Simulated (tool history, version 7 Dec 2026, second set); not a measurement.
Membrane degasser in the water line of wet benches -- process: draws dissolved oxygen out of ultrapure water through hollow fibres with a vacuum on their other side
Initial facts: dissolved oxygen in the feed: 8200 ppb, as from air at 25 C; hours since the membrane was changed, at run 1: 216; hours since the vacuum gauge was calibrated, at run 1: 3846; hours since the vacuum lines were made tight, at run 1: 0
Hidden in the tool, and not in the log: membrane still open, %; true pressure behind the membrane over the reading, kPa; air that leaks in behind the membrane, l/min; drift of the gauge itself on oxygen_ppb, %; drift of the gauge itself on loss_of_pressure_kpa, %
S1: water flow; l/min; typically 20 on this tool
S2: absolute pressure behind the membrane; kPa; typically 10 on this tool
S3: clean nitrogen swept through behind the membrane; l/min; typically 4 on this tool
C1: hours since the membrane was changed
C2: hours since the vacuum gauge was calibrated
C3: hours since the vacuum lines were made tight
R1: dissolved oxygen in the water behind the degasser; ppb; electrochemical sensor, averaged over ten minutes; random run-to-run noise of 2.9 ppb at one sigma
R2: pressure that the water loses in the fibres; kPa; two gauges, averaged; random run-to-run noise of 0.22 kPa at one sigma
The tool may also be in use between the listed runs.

run,hour,S1,S2,S3,C1,C2,C3,R1,R2
1,0,20,10,4,216,3846,0,291,51.74
2,109.7,20,10,4,326,3956,110,289.2,51.84
3,207.8,20,10,4,424,4054,208,292.1,51.54
4,305.3,20,8.9,4,522,4152,305,277.9,52.02
5,397.4,20,8.9,4,614,4244,397,273.8,51.69
6,453.2,20,10,2.31,669,4300,453,342.5,51.79
# hour 463.6: vacuum gauge calibrated
7,540.8,20,10,5.65,757,77,540,267.8,52.05
8,612.2,20,10,7.65,828,149,612,254.8,51.87
9,695.3,19,8.7,4,911,232,695,255.8,49.39
10,759.3,20,8.7,6.53,975,296,759,258.4,52.38
11,849.9,14,11.1,3.49,1066,386,849,176.7,36.46
12,915.4,14,11.1,3.49,1131,452,915,179.1,36.39
# hour 1023.8: vacuum gauge calibrated, once more
13,1023.8,16,14.7,3.36,1239,0,1023,266.4,41.51
14,1113.5,16,14.7,3.36,1329,90,1113,265.2,41.77
15,1211.1,12,14.7,3.36,1426,187,1210,166.6,31.31

Consider 5 possible next runs. They are alternatives, not a sequence: every one starts from the tool as it was left by run 15. What does each give?
A,1308.9,18,17.6,3.36,1524,285,1308,?,?
B,1308.9,28,18.2,7.66,1524,285,1308,?,?
C,1308.9,12,17.9,3.36,1524,285,1308,?,?
D,1308.9,13,16.8,4.7,1524,285,1308,?,?
E,1308.9,18,8.2,4.08,1524,285,1308,?,?

run,R1,R2
A,350.6,47.11
B,514.3,73.68
C,193.1,31.35
D,172.8,34.18
E,227,46.87
Had the tool no hidden state, the same runs would have come out as:
run,R1,R2
A,342.5,46.63
B,501.6,72.92
C,188.4,31.03
D,167.9,33.83
E,219.5,46.39

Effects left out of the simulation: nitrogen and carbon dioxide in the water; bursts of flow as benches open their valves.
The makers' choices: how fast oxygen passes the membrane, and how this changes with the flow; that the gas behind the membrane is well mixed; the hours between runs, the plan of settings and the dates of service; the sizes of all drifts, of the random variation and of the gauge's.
